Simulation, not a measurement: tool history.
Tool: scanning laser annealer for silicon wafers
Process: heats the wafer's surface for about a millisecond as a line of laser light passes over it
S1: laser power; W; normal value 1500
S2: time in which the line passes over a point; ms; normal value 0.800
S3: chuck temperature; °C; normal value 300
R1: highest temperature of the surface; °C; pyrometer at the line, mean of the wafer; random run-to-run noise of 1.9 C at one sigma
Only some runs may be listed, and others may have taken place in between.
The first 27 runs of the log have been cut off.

run	hour	S1	S2	S3	R1
28	598.1	1286	0.580	300	851
29	612.8	1307	0.973	300	1052
30	640.2	1307	0.973	300	1053
31	667.2	1500	0.690	337	1079
32	690.4	1511	0.800	324	1138
33	717.1	1511	0.800	324	1136
34	745.3	1646	0.788	328	1225
35	758.0	1530	0.652	300	1032
36	778.6	1500	0.889	267	1119
# hour 806.0: window over the wafer cleaned
37	807.8	1500	0.889	267	1119
38	829.2	1626	0.800	300	1191
39	850.4	1626	0.805	300	1196
40	871.9	1321	0.796	300	982
41	900.7	1321	0.796	300	982
42	921.1	1321	0.796	300	976

Alternative continuations, all from the tool just after run 42; predict every row:
A	942.9	1626	0.644	300	?
B	942.9	1496	0.675	329	?
C	942.9	1500	0.793	326	?

run	R1
A	1090
B	1058
C	1130
What these runs would have given with no unlogged condition in the tool:
run	R1
A	1091
B	1059
C	1130
